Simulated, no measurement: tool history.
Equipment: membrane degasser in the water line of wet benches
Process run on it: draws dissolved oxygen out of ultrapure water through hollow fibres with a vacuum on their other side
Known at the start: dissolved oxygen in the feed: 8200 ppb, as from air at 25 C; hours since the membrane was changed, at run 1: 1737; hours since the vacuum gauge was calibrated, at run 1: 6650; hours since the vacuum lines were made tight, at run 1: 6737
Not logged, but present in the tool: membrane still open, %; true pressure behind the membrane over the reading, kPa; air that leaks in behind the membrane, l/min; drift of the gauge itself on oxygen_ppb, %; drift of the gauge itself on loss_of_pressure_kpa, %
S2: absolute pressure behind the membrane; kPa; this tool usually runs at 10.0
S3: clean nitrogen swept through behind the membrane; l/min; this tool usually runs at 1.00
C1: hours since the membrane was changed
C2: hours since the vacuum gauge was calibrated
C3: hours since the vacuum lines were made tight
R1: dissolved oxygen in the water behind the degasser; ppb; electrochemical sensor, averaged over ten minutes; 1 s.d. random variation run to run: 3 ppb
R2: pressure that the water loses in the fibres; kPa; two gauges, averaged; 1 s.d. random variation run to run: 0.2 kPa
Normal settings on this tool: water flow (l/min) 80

Run 1, day 0.000: usual settings; C1 1737; C2 6650; C3 6737. Result: R1 897.3 ppb, R2 44.17 kPa.
Run 2, day 3.588: usual settings; C1 1823; C2 6736; C3 6823. Result: R1 904.2 ppb, R2 44.52 kPa.
Run 3, day 5.200: usual settings; C1 1862; C2 6775; C3 6862. Result: R1 908.2 ppb, R2 44.95 kPa.
Run 4, day 8.392: usual settings but water flow (l/min) 68; C1 1938; C2 6851; C3 6939. Result: R1 818.9 ppb, R2 38.00 kPa.
At day 10.654: seals of the vacuum lines changed.
Run 5, day 11.175: usual settings but S2 21.6 kPa; C1 2003; C2 6916; C3 12. Result: R1 2046.5 ppb, R2 44.68 kPa.
Run 6, day 12.746: usual settings but S2 7.3 kPa; C1 2041; C2 6954; C3 50. Result: R1 592.2 ppb, R2 44.79 kPa.
Run 7, day 14.617: usual settings but S2 7.3 kPa; C1 2086; C2 6999; C3 95. Result: R1 596.0 ppb, R2 44.57 kPa.
Run 8, day 16.729: usual settings but S2 7.3 kPa; C1 2137; C2 7050; C3 146. Result: R1 594.8 ppb, R2 44.95 kPa.
At day 17.800: vacuum gauge calibrated.
Run 9, day 19.817: usual settings but S2 7.3 kPa; C1 2210; C2 48; C3 219. Result: R1 523.7 ppb, R2 44.79 kPa.
Run 10, day 23.146: usual settings but S2 7.3 kPa; C1 2290; C2 128; C3 299. Result: R1 525.0 ppb, R2 45.08 kPa.
Run 11, day 25.421: usual settings but S2 20.6 kPa; C1 2345; C2 183; C3 354. Result: R1 1924.8 ppb, R2 45.08 kPa.
Run 12, day 27.671: usual settings but S2 20.6 kPa; C1 2399; C2 237; C3 408. Result: R1 1923.0 ppb, R2 44.61 kPa.
Run 13, day 29.833: usual settings but water flow (l/min) 88, S2 9.3 kPa, S3 0.80 l/min; C1 2451; C2 289; C3 460. Result: R1 922.8 ppb, R2 49.75 kPa.
Run 14, day 31.662: usual settings but water flow (l/min) 88, S2 18.2 kPa, S3 0.65 l/min; C1 2494; C2 333; C3 504. Result: R1 2272.0 ppb, R2 49.55 kPa.
Run 15, day 33.229: usual settings but water flow (l/min) 51, S2 22.6 kPa, S3 0.92 l/min; C1 2532; C2 370; C3 541. Result: R1 1683.3 ppb, R2 28.84 kPa.
Run 16, day 34.742: usual settings but water flow (l/min) 96, S2 9.5 kPa, S3 0.45 l/min; C1 2568; C2 407; C3 578. Result: R1 1325.4 ppb, R2 54.26 kPa.
Run 17, day 37.996: usual settings but water flow (l/min) 96, S2 9.5 kPa, S3 0.45 l/min; C1 2646; C2 485; C3 656. Result: R1 1332.0 ppb, R2 54.22 kPa.
Run 18, day 39.462: usual settings but water flow (l/min) 96, S2 9.5 kPa, S3 0.45 l/min; C1 2682; C2 520; C3 691. Result: R1 1336.4 ppb, R2 54.46 kPa.
Run 19, day 41.658: usual settings but water flow (l/min) 69, S2 9.5 kPa, S3 0.45 l/min; C1 2734; C2 573; C3 744. Result: R1 1140.2 ppb, R2 38.78 kPa.
Run 20, day 43.321: usual settings but S3 0.56 l/min; C1 2774; C2 612; C3 783. Result: R1 1180.0 ppb, R2 45.11 kPa.
Run 21, day 46.200: usual settings but S3 0.56 l/min; C1 2843; C2 682; C3 853. Result: R1 1193.0 ppb, R2 45.32 kPa.
Run 22, day 48.729: usual settings but water flow (l/min) 84, S2 12.4 kPa, S3 0.64 l/min; C1 2904; C2 742; C3 913. Result: R1 1479.2 ppb, R2 47.62 kPa.
Run 23, day 52.333: usual settings but water flow (l/min) 84, S2 12.4 kPa, S3 0.64 l/min; C1 2991; C2 829; C3 1000. Result: R1 1487.7 ppb, R2 47.09 kPa.

The logged runs with the hidden state left out (each run's random variation unchanged):
run      R1     R2
  1   839.6  43.43
  2   845.4  43.73
  3   848.8  44.15
  4   763.7  37.29
  5  1996.9  43.82
  6   523.3  43.92
  7   526.2  43.68
  8   524.8  44.04
  9   526.7  43.84
 10   527.2  44.11
 11  1926.1  44.08
 12  1924.0  43.59
 13   923.8  48.60
 14  2273.1  48.37
 15  1683.4  28.15
 16  1325.7  52.94
 17  1331.2  52.87
 18  1335.1  53.09
 19  1138.8  37.77
 20  1177.9  43.93
 21  1190.0  44.12
 22  1476.2  46.32
 23  1483.8  45.76

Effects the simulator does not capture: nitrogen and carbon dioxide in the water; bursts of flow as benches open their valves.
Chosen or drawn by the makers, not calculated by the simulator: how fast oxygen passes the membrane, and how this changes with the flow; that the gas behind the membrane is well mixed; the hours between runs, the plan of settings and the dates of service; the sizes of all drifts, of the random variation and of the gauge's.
